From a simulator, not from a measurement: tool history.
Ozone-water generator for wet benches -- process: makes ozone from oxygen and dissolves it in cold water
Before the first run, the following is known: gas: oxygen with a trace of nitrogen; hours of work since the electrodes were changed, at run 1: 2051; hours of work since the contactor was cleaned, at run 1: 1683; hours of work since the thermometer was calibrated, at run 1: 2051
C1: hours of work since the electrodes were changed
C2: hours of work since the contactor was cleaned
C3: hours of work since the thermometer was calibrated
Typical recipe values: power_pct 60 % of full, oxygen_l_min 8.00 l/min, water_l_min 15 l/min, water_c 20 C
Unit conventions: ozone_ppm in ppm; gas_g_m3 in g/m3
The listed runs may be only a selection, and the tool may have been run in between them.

run 1 hour=0.0 | power_pct=60 oxygen_l_min=8.00 water_l_min=15 water_c=20 | C1=2051 C2=1683 C3=2051 | ozone_ppm=23.6 gas_g_m3=150.1
run 2 hour=50.0 | power_pct=60 oxygen_l_min=8.00 water_l_min=15 water_c=20 | C1=2101 C2=1733 C3=2101 | ozone_ppm=23.1 gas_g_m3=149.2
run 3 hour=104.2 | power_pct=60 oxygen_l_min=8.00 water_l_min=15 water_c=20 | C1=2155 C2=1787 C3=2155 | ozone_ppm=23.2 gas_g_m3=148.8
run 4 hour=139.8 | power_pct=60 oxygen_l_min=8.00 water_l_min=15 water_c=20 | C1=2191 C2=1822 C3=2191 | ozone_ppm=23.1 gas_g_m3=146.7
run 5 hour=210.1 | power_pct=56 oxygen_l_min=8.00 water_l_min=15 water_c=20 | C1=2261 C2=1892 C3=2261 | ozone_ppm=21.9 gas_g_m3=138.7
run 6 hour=248.2 | power_pct=56 oxygen_l_min=8.00 water_l_min=15 water_c=20 | C1=2299 C2=1931 C3=2299 | ozone_ppm=21.6 gas_g_m3=139.1
run 7 hour=314.2 | power_pct=56 oxygen_l_min=8.00 water_l_min=15 water_c=20 | C1=2365 C2=1996 C3=2365 | ozone_ppm=22.0 gas_g_m3=138.5
run 8 hour=361.7 | power_pct=56 oxygen_l_min=8.00 water_l_min=15 water_c=20 | C1=2413 C2=2044 C3=2413 | ozone_ppm=21.4 gas_g_m3=138.7
run 9 hour=425.0 | power_pct=56 oxygen_l_min=8.00 water_l_min=15 water_c=20 | C1=2476 C2=2107 C3=2476 | ozone_ppm=21.6 gas_g_m3=138.8
run 10 hour=457.3 | power_pct=56 oxygen_l_min=8.00 water_l_min=15 water_c=20 | C1=2508 C2=2139 C3=2508 | ozone_ppm=21.5 gas_g_m3=138.0
run 11 hour=510.1 | power_pct=56 oxygen_l_min=8.00 water_l_min=21 water_c=20 | C1=2561 C2=2192 C3=2561 | ozone_ppm=17.5 gas_g_m3=138.3
run 12 hour=557.1 | power_pct=56 oxygen_l_min=8.00 water_l_min=21 water_c=20 | C1=2608 C2=2239 C3=2608 | ozone_ppm=17.6 gas_g_m3=136.4
run 13 hour=587.0 | power_pct=56 oxygen_l_min=8.00 water_l_min=21 water_c=20 | C1=2638 C2=2269 C3=2638 | ozone_ppm=17.7 gas_g_m3=138.1
run 14 hour=648.4 | power_pct=56 oxygen_l_min=8.00 water_l_min=21 water_c=20 | C1=2699 C2=2330 C3=2699 | ozone_ppm=17.6 gas_g_m3=137.0
run 15 hour=682.6 | power_pct=56 oxygen_l_min=8.00 water_l_min=21 water_c=20 | C1=2733 C2=2364 C3=2733 | ozone_ppm=17.5 gas_g_m3=136.7
run 16 hour=735.9 | power_pct=56 oxygen_l_min=8.00 water_l_min=21 water_c=20 | C1=2786 C2=2418 C3=2786 | ozone_ppm=17.6 gas_g_m3=135.6
run 17 hour=795.0 | power_pct=68 oxygen_l_min=6.68 water_l_min=15 water_c=13 | C1=2845 C2=2477 C3=2845 | ozone_ppm=27.3 gas_g_m3=165.6
run 18 hour=864.0 | power_pct=60 oxygen_l_min=5.11 water_l_min=11 water_c=18 | C1=2914 C2=2546 C3=2914 | ozone_ppm=26.5 gas_g_m3=166.1
run 19 hour=931.0 | power_pct=60 oxygen_l_min=4.78 water_l_min=15 water_c=20 | C1=2981 C2=2613 C3=2981 | ozone_ppm=20.8 gas_g_m3=167.9
run 20 hour=1000.9 | power_pct=49 oxygen_l_min=5.97 water_l_min=19 water_c=15 | C1=3051 C2=2682 C3=3051 | ozone_ppm=17.5 gas_g_m3=136.0
run 21 hour=1051.1 | power_pct=60 oxygen_l_min=12.21 water_l_min=21 water_c=24 | C1=3101 C2=2732 C3=3101 | ozone_ppm=17.0 gas_g_m3=122.9
run 22 hour=1119.3 | power_pct=60 oxygen_l_min=9.74 water_l_min=21 water_c=24 | C1=3169 C2=2801 C3=3169 | ozone_ppm=17.0 gas_g_m3=131.0
run 23 hour=1191.1 | power_pct=60 oxygen_l_min=9.74 water_l_min=21 water_c=24 | C1=3241 C2=2872 C3=3241 | ozone_ppm=16.7 gas_g_m3=130.8
run 24 hour=1220.9 | power_pct=60 oxygen_l_min=9.74 water_l_min=21 water_c=21 | C1=3271 C2=2902 C3=3271 | ozone_ppm=17.7 gas_g_m3=129.9
run 25 hour=1260.7 | power_pct=51 oxygen_l_min=9.74 water_l_min=21 water_c=21 | C1=3311 C2=2942 C3=3311 | ozone_ppm=15.8 gas_g_m3=116.4
-- hour=1312.5 water thermometer calibrated
run 26 hour=1314.9 | power_pct=60 oxygen_l_min=6.26 water_l_min=9 water_c=14 | C1=3364 C2=2995 C3=2 | ozone_ppm=31.4 gas_g_m3=149.9
run 27 hour=1373.0 | power_pct=60 oxygen_l_min=6.26 water_l_min=9 water_c=14 | C1=3422 C2=3053 C3=60 | ozone_ppm=31.5 gas_g_m3=151.6
run 28 hour=1408.8 | power_pct=43 oxygen_l_min=4.45 water_l_min=11 water_c=14 | C1=3458 C2=3089 C3=96 | ozone_ppm=21.7 gas_g_m3=131.8
run 29 hour=1473.6 | power_pct=54 oxygen_l_min=4.90 water_l_min=15 water_c=20 | C1=3523 C2=3154 C3=161 | ozone_ppm=19.0 gas_g_m3=150.0
run 30 hour=1520.7 | power_pct=54 oxygen_l_min=5.68 water_l_min=15 water_c=20 | C1=3570 C2=3201 C3=208 | ozone_ppm=19.3 gas_g_m3=142.7
run 31 hour=1549.9 | power_pct=60 oxygen_l_min=7.10 water_l_min=15 water_c=18 | C1=3599 C2=3230 C3=237 | ozone_ppm=22.2 gas_g_m3=142.7
run 32 hour=1594.3 | power_pct=60 oxygen_l_min=5.73 water_l_min=15 water_c=20 | C1=3643 C2=3275 C3=282 | ozone_ppm=20.9 gas_g_m3=153.5

What if the next run were any one of these 5? Each begins from the tool's condition after run 32:
run A hour=1656.9 | power_pct=60 oxygen_l_min=6.70 water_l_min=17 water_c=20 | C1=3706 C2=3337 C3=344 | ozone_ppm=? gas_g_m3=?
run B hour=1656.9 | power_pct=60 oxygen_l_min=5.73 water_l_min=15 water_c=26 | C1=3706 C2=3337 C3=344 | ozone_ppm=? gas_g_m3=?
run C hour=1656.9 | power_pct=55 oxygen_l_min=5.73 water_l_min=13 water_c=16 | C1=3706 C2=3337 C3=344 | ozone_ppm=? gas_g_m3=?
run D hour=1656.9 | power_pct=60 oxygen_l_min=8.00 water_l_min=15 water_c=22 | C1=3706 C2=3337 C3=344 | ozone_ppm=? gas_g_m3=?
run E hour=1656.9 | power_pct=82 oxygen_l_min=5.73 water_l_min=15 water_c=20 | C1=3706 C2=3337 C3=344 | ozone_ppm=? gas_g_m3=?

run=A ozone_ppm=19.3 gas_g_m3=146.9
run=B ozone_ppm=18.4 gas_g_m3=151.7
run=C ozone_ppm=23.0 gas_g_m3=143.8
run=D ozone_ppm=20.2 gas_g_m3=137.9
run=E ozone_ppm=25.6 gas_g_m3=187.6
Take away the tool's hidden state, keep each run's random variation, and the runs would have read:
run=A ozone_ppm=24.0 gas_g_m3=175.2
run=B ozone_ppm=22.8 gas_g_m3=181.2
run=C ozone_ppm=28.0 gas_g_m3=169.5
run=D ozone_ppm=25.1 gas_g_m3=164.3
run=E ozone_ppm=33.3 gas_g_m3=234.7

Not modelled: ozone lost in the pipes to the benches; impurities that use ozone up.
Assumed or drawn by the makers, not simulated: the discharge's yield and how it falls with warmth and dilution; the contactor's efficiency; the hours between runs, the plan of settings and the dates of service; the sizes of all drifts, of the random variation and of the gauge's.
